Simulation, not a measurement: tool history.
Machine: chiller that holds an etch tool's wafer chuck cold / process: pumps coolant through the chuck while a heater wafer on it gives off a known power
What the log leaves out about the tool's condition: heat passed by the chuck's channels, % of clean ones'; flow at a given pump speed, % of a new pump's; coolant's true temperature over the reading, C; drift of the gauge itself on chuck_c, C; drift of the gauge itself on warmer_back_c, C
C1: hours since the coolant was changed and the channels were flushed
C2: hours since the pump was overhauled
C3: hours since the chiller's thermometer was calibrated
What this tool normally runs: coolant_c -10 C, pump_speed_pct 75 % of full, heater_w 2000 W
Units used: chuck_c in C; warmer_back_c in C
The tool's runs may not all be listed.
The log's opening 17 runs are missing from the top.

{"run": 18, "day": 46.888, "coolant_c": -16, "pump_speed_pct": 66, "heater_w": 2528, "C1": 1693, "C2": 3032, "C3": 384, "chuck_c": 6.8, "warmer_back_c": 8.63}
{"run": 19, "day": 50.654, "coolant_c": -4, "pump_speed_pct": 75, "heater_w": 1127, "C1": 1784, "C2": 3122, "C3": 475, "chuck_c": 5.1, "warmer_back_c": 3.5}
{"run": 20, "day": 54.479, "coolant_c": -10, "pump_speed_pct": 75, "heater_w": 1274, "C1": 1876, "C2": 3214, "C3": 567, "chuck_c": 0.5, "warmer_back_c": 3.99}
{"run": 21, "day": 56.654, "coolant_c": -10, "pump_speed_pct": 75, "heater_w": 1609, "C1": 1928, "C2": 3266, "C3": 619, "chuck_c": 3.1, "warmer_back_c": 4.88}
{"run": 22, "day": 59.367, "coolant_c": -13, "pump_speed_pct": 75, "heater_w": 2020, "C1": 1993, "C2": 3331, "C3": 684, "chuck_c": 3.1, "warmer_back_c": 6.13}
{"run": 23, "day": 63.054, "coolant_c": -13, "pump_speed_pct": 90, "heater_w": 2493, "C1": 2082, "C2": 3420, "C3": 772, "chuck_c": 4.3, "warmer_back_c": 6.12}
{"run": 24, "day": 65.146, "coolant_c": -5, "pump_speed_pct": 60, "heater_w": 2869, "C1": 2132, "C2": 3470, "C3": 822, "chuck_c": 23.2, "warmer_back_c": 10.97}
{"run": 25, "day": 67.571, "coolant_c": -10, "pump_speed_pct": 65, "heater_w": 2794, "C1": 2190, "C2": 3528, "C3": 881, "chuck_c": 15.6, "warmer_back_c": 9.81}
{"run": 26, "day": 69.488, "coolant_c": -10, "pump_speed_pct": 65, "heater_w": 2794, "C1": 2236, "C2": 3574, "C3": 927, "chuck_c": 15.7, "warmer_back_c": 9.8}
{"run": 27, "day": 71.742, "coolant_c": -10, "pump_speed_pct": 65, "heater_w": 2794, "C1": 2290, "C2": 3628, "C3": 981, "chuck_c": 15.4, "warmer_back_c": 9.76}
{"run": 28, "day": 74.088, "coolant_c": -10, "pump_speed_pct": 65, "heater_w": 2794, "C1": 2346, "C2": 3684, "C3": 1037, "chuck_c": 15.9, "warmer_back_c": 9.8}
{"run": 29, "day": 76.971, "coolant_c": -19, "pump_speed_pct": 79, "heater_w": 2280, "C1": 2416, "C2": 3754, "C3": 1106, "chuck_c": -1.3, "warmer_back_c": 6.55}
{"run": 30, "day": 80.375, "coolant_c": -12, "pump_speed_pct": 73, "heater_w": 2895, "C1": 2497, "C2": 3835, "C3": 1188, "chuck_c": 12.3, "warmer_back_c": 8.92}
{"run": 31, "day": 82.475, "coolant_c": 0, "pump_speed_pct": 75, "heater_w": 2097, "C1": 2548, "C2": 3886, "C3": 1238, "chuck_c": 17.0, "warmer_back_c": 6.45}

Below are 3 alternative next runs, each starting from the tool's condition after run 31. Predict each:
{"run": "A", "day": 85.833, "coolant_c": -3, "pump_speed_pct": 90, "heater_w": 1445, "C1": 2628, "C2": 3966, "C3": 1319, "chuck_c": "?", "warmer_back_c": "?"}
{"run": "B", "day": 85.833, "coolant_c": -2, "pump_speed_pct": 65, "heater_w": 1012, "C1": 2628, "C2": 3966, "C3": 1319, "chuck_c": "?", "warmer_back_c": "?"}
{"run": "C", "day": 85.833, "coolant_c": -3, "pump_speed_pct": 72, "heater_w": 2000, "C1": 2628, "C2": 3966, "C3": 1319, "chuck_c": "?", "warmer_back_c": "?"}

run=A chuck_c=7.0 warmer_back_c=3.82
run=B chuck_c=7.4 warmer_back_c=3.84
run=C chuck_c=13.9 warmer_back_c=6.42
With no hidden state in the tool, these same runs would have given:
run=A chuck_c=7.0 warmer_back_c=3.42
run=B chuck_c=7.4 warmer_back_c=3.44
run=C chuck_c=13.9 warmer_back_c=6.01
